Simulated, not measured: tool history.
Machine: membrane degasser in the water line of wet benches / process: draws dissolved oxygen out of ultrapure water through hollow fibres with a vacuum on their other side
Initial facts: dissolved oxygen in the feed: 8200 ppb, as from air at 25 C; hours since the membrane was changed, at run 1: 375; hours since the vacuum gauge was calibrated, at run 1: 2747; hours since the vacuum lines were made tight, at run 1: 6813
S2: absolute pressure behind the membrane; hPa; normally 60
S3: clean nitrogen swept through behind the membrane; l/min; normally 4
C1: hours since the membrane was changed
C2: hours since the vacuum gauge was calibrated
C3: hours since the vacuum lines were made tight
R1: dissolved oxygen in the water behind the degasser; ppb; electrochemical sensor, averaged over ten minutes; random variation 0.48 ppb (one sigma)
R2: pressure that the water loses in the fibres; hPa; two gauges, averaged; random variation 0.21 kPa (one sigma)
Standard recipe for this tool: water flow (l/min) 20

Run 1, day 0: usual settings; C1 375; C2 2747; C3 6813. Result: R1 36.6 ppb, R2 496.9 hPa.
Run 2, day 0.888: usual settings; C1 396; C2 2769; C3 6834. Result: R1 37.3 ppb, R2 497.9 hPa.
Run 3, day 2.779: usual settings but water flow (l/min) 19; C1 442; C2 2814; C3 6880. Result: R1 34.9 ppb, R2 475.5 hPa.
Run 4, day 4.383: usual settings but water flow (l/min) 19; C1 480; C2 2852; C3 6918. Result: R1 34.9 ppb, R2 478.3 hPa.
Run 5, day 5.825: usual settings but water flow (l/min) 19; C1 515; C2 2887; C3 6953. Result: R1 35.9 ppb, R2 475.9 hPa.
Run 6, day 7.162: usual settings but water flow (l/min) 19; C1 547; C2 2919; C3 6985. Result: R1 34.6 ppb, R2 473 hPa.
Run 7, day 9.125: usual settings; C1 594; C2 2966; C3 7032. Result: R1 37.9 ppb, R2 500.4 hPa.
Run 8, day 11.246: usual settings; C1 645; C2 3017; C3 7083. Result: R1 37.3 ppb, R2 501.4 hPa.
Run 9, day 13.067: usual settings; C1 688; C2 3061; C3 7126. Result: R1 36.8 ppb, R2 506.9 hPa.
Run 10, day 14.492: usual settings but water flow (l/min) 30; C1 723; C2 3095; C3 7161. Result: R1 62.4 ppb, R2 746.4 hPa.
Run 11, day 16.196: usual settings but water flow (l/min) 30; C1 764; C2 3136; C3 7202. Result: R1 63.2 ppb, R2 751.9 hPa.
Run 12, day 18.046: usual settings; C1 808; C2 3180; C3 7246. Result: R1 36.9 ppb, R2 499 hPa.
Run 13, day 19.742: usual settings; C1 849; C2 3221; C3 7287. Result: R1 37.1 ppb, R2 497.1 hPa.
Run 14, day 21.829: usual settings; C1 899; C2 3271; C3 7337. Result: R1 36.5 ppb, R2 497.1 hPa.
Run 15, day 23.538: usual settings but water flow (l/min) 15, S2 42.2 hPa, S3 6.69 l/min; C1 940; C2 3312; C3 7378. Result: R1 6.9 ppb, R2 379.4 hPa.
Run 16, day 24.862: usual settings but water flow (l/min) 15, S2 42.2 hPa, S3 9.48 l/min; C1 972; C2 3344; C3 7410. Result: R1 5 ppb, R2 376 hPa.
At day 24.975: vacuum gauge calibrated.
Run 17, day 26.162: usual settings but water flow (l/min) 22, S2 43.1 hPa, S3 2.15 l/min; C1 1002; C2 28; C3 7440. Result: R1 32.1 ppb, R2 553.9 hPa.
Run 18, day 28.321: usual settings but water flow (l/min) 22, S2 43.1 hPa, S3 2.15 l/min; C1 1054; C2 80; C3 7492. Result: R1 31.5 ppb, R2 550.6 hPa.
Run 19, day 29.475: usual settings but water flow (l/min) 17, S2 50.2 hPa; C1 1082; C2 108; C3 7520. Result: R1 20.8 ppb, R2 425.5 hPa.
Run 20, day 31.588: usual settings but water flow (l/min) 17, S2 50.2 hPa; C1 1133; C2 159; C3 7571. Result: R1 20.3 ppb, R2 426.3 hPa.
Run 21, day 33.004: usual settings but water flow (l/min) 18, S2 148.1 hPa; C1 1167; C2 193; C3 7604. Result: R1 129.2 ppb, R2 450.3 hPa.
Run 22, day 34.929: usual settings but water flow (l/min) 19, S2 148.1 hPa, S3 2.45 l/min; C1 1213; C2 239; C3 7651. Result: R1 213.7 ppb, R2 471.4 hPa.
Run 23, day 36.042: usual settings but water flow (l/min) 12, S2 47.4 hPa, S3 5.14 l/min; C1 1239; C2 266; C3 7677. Result: R1 9.6 ppb, R2 299.7 hPa.
Run 24, day 37.017: usual settings but S2 37.5 hPa; C1 1263; C2 289; C3 7701. Result: R1 10.8 ppb, R2 500 hPa.
Run 25, day 38.962: usual settings but water flow (l/min) 23, S2 129 hPa, S3 1.68 l/min; C1 1310; C2 336; C3 7748. Result: R1 303.2 ppb, R2 577.2 hPa.
Run 26, day 40.571: usual settings but water flow (l/min) 28, S2 105.6 hPa, S3 7.82 l/min; C1 1348; C2 374; C3 7786. Result: R1 76.8 ppb, R2 699.4 hPa.
Run 27, day 42.646: usual settings but water flow (l/min) 12, S2 53.4 hPa, S3 9.18 l/min; C1 1398; C2 424; C3 7836. Result: R1 7.3 ppb, R2 299.9 hPa.
Run 28, day 44.25: usual settings but water flow (l/min) 25, S3 7.31 l/min; C1 1436; C2 463; C3 7874. Result: R1 31 ppb, R2 626.8 hPa.

5 ways to go on from here, each from the tool as it stands after run 28. What would each give?
Run A, day 45.162: usual settings but water flow (l/min) 25, S2 131.1 hPa, S3 7.31 l/min; C1 1458; C2 485; C3 7896. Result: R1 ?, R2 ?.
Run B, day 45.162: usual settings but water flow (l/min) 16, S2 41.7 hPa, S3 9.27 l/min; C1 1458; C2 485; C3 7896. Result: R1 ?, R2 ?.
Run C, day 45.162: usual settings but water flow (l/min) 28, S3 1.73 l/min; C1 1458; C2 485; C3 7896. Result: R1 ?, R2 ?.
Run D, day 45.162: usual settings but water flow (l/min) 18, S2 122.5 hPa, S3 4.17 l/min; C1 1458; C2 485; C3 7896. Result: R1 ?, R2 ?.
Run E, day 45.162: usual settings but water flow (l/min) 14, S2 48.5 hPa, S3 8.62 l/min; C1 1458; C2 485; C3 7896. Result: R1 ?, R2 ?.

run     R1     R2
  A   89.7  627.4
  B    5.4  404.6
  C  112.5  695.8
  D   98.4  450.9
  E    7.5  349.9
Take away the tool's hidden state, keep each run's random variation, and the runs would have read:
run     R1     R2
  A   89.6  627.4
  B    5.4  404.6
  C  112.5  695.7
  D   98.4  450.8
  E    7.5  349.8
